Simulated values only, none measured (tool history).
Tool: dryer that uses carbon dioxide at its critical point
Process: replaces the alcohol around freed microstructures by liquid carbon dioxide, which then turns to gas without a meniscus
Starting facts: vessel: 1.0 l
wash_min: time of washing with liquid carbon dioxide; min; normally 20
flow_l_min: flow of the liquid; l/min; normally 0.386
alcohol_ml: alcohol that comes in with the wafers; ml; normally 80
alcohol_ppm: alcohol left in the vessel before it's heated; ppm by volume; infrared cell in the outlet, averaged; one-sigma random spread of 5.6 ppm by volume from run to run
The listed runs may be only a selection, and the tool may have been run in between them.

run   hour  wash_min  flow_l_min  alcohol_ml  alcohol_ppm
  1    0.0        20       0.386          80          295
  2    8.1        20       0.386          80          308
  3   13.4        20       0.386          80          293
  4   20.5        20       0.386          80          309
  5   29.4        20       0.386          80          323
  6   38.6        20       0.386          80          319
  7   49.5        20       0.386          80          325
  8   56.1        20       0.386          80          333
  9   61.2        20       0.386          80          331
 10   69.3        24       0.386          80          120
 11   77.4        24       0.386          80          125
 12   84.9        24       0.386          38           62
 13   95.1        20       0.633          80           24
 14  102.7        20       0.633          80           27
 15  114.2        19       0.386          80          485
 16  123.0        20       0.459          80          147
 17  130.8        20       0.459          80          154
 18  142.0        18       0.292          80         2124
 19  152.0        18       0.292          80         2188
 20  163.0        20       0.643          94           39
 21  174.9        25       0.236          30          563

Run 22 has not been measured yet. What should we expect?
 22  181.8        27       0.579          30            ?

Run 22 yielded alcohol_ppm 35 ppm by volume.
Minus the tool's unlogged condition, the same run would have read alcohol_ppm 12 ppm by volume.
